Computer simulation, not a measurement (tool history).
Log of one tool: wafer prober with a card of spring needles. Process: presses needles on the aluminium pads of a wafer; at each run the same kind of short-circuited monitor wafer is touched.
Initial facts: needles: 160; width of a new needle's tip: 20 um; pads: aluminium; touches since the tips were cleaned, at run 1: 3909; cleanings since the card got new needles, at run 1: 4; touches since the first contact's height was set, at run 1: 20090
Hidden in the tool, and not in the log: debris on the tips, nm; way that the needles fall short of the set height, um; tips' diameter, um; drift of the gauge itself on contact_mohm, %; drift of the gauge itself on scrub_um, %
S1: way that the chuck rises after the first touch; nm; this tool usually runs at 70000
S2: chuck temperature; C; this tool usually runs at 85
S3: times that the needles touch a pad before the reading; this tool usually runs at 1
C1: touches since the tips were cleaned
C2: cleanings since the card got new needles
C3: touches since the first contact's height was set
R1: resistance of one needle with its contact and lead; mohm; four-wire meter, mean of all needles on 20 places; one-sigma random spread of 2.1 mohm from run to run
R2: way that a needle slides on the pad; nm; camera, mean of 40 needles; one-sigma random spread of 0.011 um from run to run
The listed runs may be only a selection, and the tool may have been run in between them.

Run 1, hour 0.0: usual settings; C1 3909; C2 4; C3 20090. Result: R1 235 mohm, R2 9260 nm.
At hour 1.0: tips cleaned on abrasive film.
At hour 9.1: tips cleaned on abrasive film.
Run 2, hour 15.1: usual settings; C1 3182; C2 6; C3 27984. Result: R1 232 mohm, R2 9250 nm.
At hour 17.6: tips cleaned on abrasive film.
At hour 25.9: tips cleaned on abrasive film.
Run 3, hour 27.9: usual settings; C1 1052; C2 8; C3 34690. Result: R1 236 mohm, R2 9250 nm.
At hour 33.8: tips cleaned on abrasive film.
Run 4, hour 37.8: usual settings; C1 2127; C2 9; C3 39898. Result: R1 234 mohm, R2 9250 nm.
At hour 41.5: tips cleaned on abrasive film.
Run 5, hour 45.5: usual settings; C1 2108; C2 10; C3 43916. Result: R1 229 mohm, R2 9230 nm.
At hour 49.5: tips cleaned on abrasive film.
At hour 57.2: tips cleaned on abrasive film.
Run 6, hour 60.0: usual settings; C1 1510; C2 12; C3 51548. Result: R1 239 mohm, R2 9270 nm.
At hour 65.8: tips cleaned on abrasive film.
At hour 74.3: tips cleaned on abrasive film.
Run 7, hour 74.3: usual settings but S2 36 C; C1 40; C2 14; C3 59038. Result: R1 220 mohm, R2 9260 nm.
At hour 82.7: tips cleaned on abrasive film.
Run 8, hour 84.4: usual settings but S2 36 C; C1 885; C2 15; C3 64332. Result: R1 221 mohm, R2 9260 nm.
At hour 90.9: tips cleaned on abrasive film.
Run 9, hour 91.9: usual settings; C1 536; C2 16; C3 68251. Result: R1 236 mohm, R2 9260 nm.
At hour 99.7: tips cleaned on abrasive film.
Run 10, hour 101.9: usual settings but S3 2; C1 1160; C2 17; C3 73498. Result: R1 235 mohm, R2 9260 nm.
At hour 107.9: tips cleaned on abrasive film.
Run 11, hour 112.7: usual settings but S3 2; C1 2562; C2 18; C3 79192. Result: R1 236 mohm, R2 9250 nm.
At hour 116.1: tips cleaned on abrasive film.
Run 12, hour 121.5: usual settings but S3 2; C1 2848; C2 19; C3 83794. Result: R1 234 mohm, R2 9250 nm.
At hour 124.4: tips cleaned on abrasive film.
At hour 132.5: tips cleaned on abrasive film.
Run 13, hour 134.4: usual settings; C1 1002; C2 21; C3 90535. Result: R1 237 mohm, R2 9250 nm.
At hour 140.3: tips cleaned on abrasive film.
At hour 148.1: tips cleaned on abrasive film.
Run 14, hour 148.9: usual settings but S1 64000 nm; C1 429; C2 23; C3 98162. Result: R1 233 mohm, R2 8470 nm.
At hour 156.4: tips cleaned on abrasive film.
Run 15, hour 158.0: usual settings but S1 64000 nm; C1 887; C2 24; C3 102952. Result: R1 235 mohm, R2 8460 nm.
At hour 164.7: tips cleaned on abrasive film.
Run 16, hour 165.7: usual settings but S1 64000 nm; C1 545; C2 25; C3 106958. Result: R1 234 mohm, R2 8450 nm.
At hour 173.5: tips cleaned on abrasive film.
Run 17, hour 179.2: usual settings but S1 65000 nm, S3 3; C1 3060; C2 26; C3 114096. Result: R1 231 mohm, R2 8570 nm.
At hour 181.4: tips cleaned on abrasive film.
At hour 183.1: height of the first contact set anew.
Run 18, hour 188.7: usual settings but S1 61000 nm, S2 116 C, S3 3; C1 3684; C2 27; C3 2972. Result: R1 243 mohm, R2 8050 nm.
At hour 190.1: tips cleaned on abrasive film.
Run 19, hour 197.0: usual settings but S1 61000 nm, S2 116 C, S3 3; C1 3668; C2 28; C3 7341. Result: R1 246 mohm, R2 8050 nm.
At hour 197.8: tips cleaned on abrasive film.
At hour 206.3: tips cleaned on abrasive film.
Run 20, hour 206.3: usual settings but S1 61000 nm, S2 116 C, S3 3; C1 29; C2 30; C3 12202. Result: R1 242 mohm, R2 8060 nm.
At hour 215.1: tips cleaned on abrasive film.
Run 21, hour 219.8: usual settings but S1 61000 nm, S2 116 C, S3 3; C1 2482; C2 31; C3 19288. Result: R1 244 mohm, R2 8070 nm.
At hour 223.2: tips cleaned on abrasive film.
At hour 231.3: tips cleaned on abrasive film.
Run 22, hour 235.7: usual settings but S2 36 C, S3 2; C1 2337; C2 33; C3 27610. Result: R1 224 mohm, R2 9270 nm.
At hour 239.6: tips cleaned on abrasive film.
Run 23, hour 244.6: usual settings but S1 51000 nm, S2 91 C; C1 2654; C2 34; C3 32287. Result: R1 240 mohm, R2 6750 nm.
At hour 247.7: tips cleaned on abrasive film.
Run 24, hour 252.1: usual settings but S1 53000 nm, S2 99 C, S3 2; C1 2330; C2 35; C3 36248. Result: R1 241 mohm, R2 7000 nm.
At hour 255.6: tips cleaned on abrasive film.
Run 25, hour 262.4: usual settings but S1 88000 nm, S2 29 C, S3 3; C1 3615; C2 36; C3 41658. Result: R1 221 mohm, R2 11650 nm.
At hour 263.7: tips cleaned on abrasive film.
At hour 272.1: tips cleaned on abrasive film.
Run 26, hour 275.0: usual settings but S1 88000 nm, S2 29 C, S3 3; C1 1515; C2 38; C3 48235. Result: R1 217 mohm, R2 11630 nm.
At hour 280.5: tips cleaned on abrasive film.
Run 27, hour 287.6: usual settings but S1 61000 nm, S2 29 C, S3 3; C1 3782; C2 39; C3 54874. Result: R1 227 mohm, R2 8070 nm.
At hour 288.5: tips cleaned on abrasive film.
At hour 296.9: tips cleaned on abrasive film.
Run 28, hour 299.9: usual settings but S3 2; C1 1554; C2 41; C3 61275. Result: R1 234 mohm, R2 9270 nm.
At hour 305.3: tips cleaned on abrasive film.
Run 29, hour 311.3: usual settings but S1 82000 nm, S2 32 C, S3 2; C1 3177; C2 42; C3 67316. Result: R1 221 mohm, R2 10840 nm.
At hour 313.2: tips cleaned on abrasive film.
At hour 321.8: tips cleaned on abrasive film.
Run 30, hour 321.8: usual settings but S1 82000 nm, S2 30 C, S3 2; C1 0; C2 44; C3 72775. Result: R1 225 mohm, R2 10830 nm.
At hour 329.9: tips cleaned on abrasive film.
Run 31, hour 330.7: usual settings but S1 65000 nm, S2 29 C, S3 2; C1 435; C2 45; C3 77461. Result: R1 222 mohm, R2 8570 nm.
Run 32, hour 337.3: usual settings but S1 79000 nm, S2 79 C, S3 2; C1 3939; C2 45; C3 80965. Result: R1 233 mohm, R2 10440 nm.

Alternative continuations, all from the tool just after run 32; predict every row:
At hour 338.6: tips cleaned on abrasive film.
At hour 347.0: tips cleaned on abrasive film.
Run A, hour 349.7: usual settings but S1 79000 nm, S2 35 C; C1 1410; C2 47; C3 87402. Result: R1 ?, R2 ?.
At hour 338.6: tips cleaned on abrasive film.
At hour 347.0: tips cleaned on abrasive film.
Run B, hour 349.7: usual settings but S1 62000 nm, S3 2; C1 1410; C2 47; C3 87402. Result: R1 ?, R2 ?.
At hour 338.6: tips cleaned on abrasive film.
At hour 347.0: tips cleaned on abrasive film.
Run C, hour 349.7: usual settings but S1 79000 nm, S2 27 C, S3 2; C1 1410; C2 47; C3 87402. Result: R1 ?, R2 ?.
At hour 338.6: tips cleaned on abrasive film.
At hour 347.0: tips cleaned on abrasive film.
Run D, hour 349.7: usual settings but S1 79000 nm, S2 98 C, S3 2; C1 1410; C2 47; C3 87402. Result: R1 ?, R2 ?.

run   R1     R2
  A  219  10430
  B  232   8200
  C  218  10440
  D  233  10440
Had the tool no hidden state, the same runs would have come out as:
run   R1     R2
  A  219  10430
  B  232   8210
  C  218  10450
  D  232  10450

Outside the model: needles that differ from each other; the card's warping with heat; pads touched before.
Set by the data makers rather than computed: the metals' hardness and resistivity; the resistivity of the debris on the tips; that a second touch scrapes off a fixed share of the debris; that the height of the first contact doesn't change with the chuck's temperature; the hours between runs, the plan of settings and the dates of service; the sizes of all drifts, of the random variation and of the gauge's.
